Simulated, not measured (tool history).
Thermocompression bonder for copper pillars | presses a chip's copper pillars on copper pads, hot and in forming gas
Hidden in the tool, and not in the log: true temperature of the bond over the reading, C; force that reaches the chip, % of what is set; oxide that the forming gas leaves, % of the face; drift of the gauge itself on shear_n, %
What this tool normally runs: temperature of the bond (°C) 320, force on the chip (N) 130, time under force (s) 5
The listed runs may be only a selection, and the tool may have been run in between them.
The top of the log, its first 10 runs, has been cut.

run     day  temperature of the bond (°C)  force on the chip (N)  time under force (s)  hours of work since the heater was calibrated  hours of work since the force cell was calibrated  hours of work since the gas filter was changed  force that shears a chip off (N)
 11   5.067                           320                    130                     5                                            901                                                291                                             137                             102.3
 12   5.383                           320                    130                     7                                            907                                                297                                             143                               111
 13   6.012                           320                     81                     5                                            919                                                309                                             155                              85.1
 14   6.688                           320                     81                    10                                            932                                                322                                             168                             102.7
 15   7.088                           320                     81                    10                                            940                                                329                                             175                               102
 16   7.704                           320                     81                    10                                            952                                                341                                             187                             102.7
 17   8.308                           320                     81                    10                                            963                                                353                                             199                             102.2
 18   8.688                           320                    130                     5                                            970                                                360                                             206                             101.9
 19   9.279                           320                    130                     5                                            982                                                371                                             217                               102
 20   9.612                           320                    130                     5                                            988                                                378                                             224                             101.8
 21   9.904                           320                    130                     5                                            994                                                383                                             229                             100.5
 22  10.354                           332                    102                     6                                           1002                                                392                                             238                             102.9
 23  10.954                           303                     95                    11                                           1014                                                403                                             249                             100.7
 24  11.308                           303                    152                     6                                           1020                                                410                                             256                             102.3
 25  11.912                           329                    191                     3                                           1032                                                421                                             267                             105.8
 26  12.208                           323                    194                     5                                           1037                                                427                                             273                             114.5
 27  12.821                           349                     81                     6                                           1049                                                439                                             285                             101.8
 28  13.292                           328                    165                     5                                           1058                                                448                                             294                             112.7
 29  13.617                           334                    165                     5                                           1064                                                454                                             300                             114.2

What will run 30 give?
 30  14.246                           308                     90                    10                                           1076                                                466                                             312                                 ?

{"run 30": {"force that shears a chip off (N)": 98.2}}
Were there no unlogged condition in the tool, this run, its random variation unchanged, would have produced force that shears a chip off (N) 100.3.
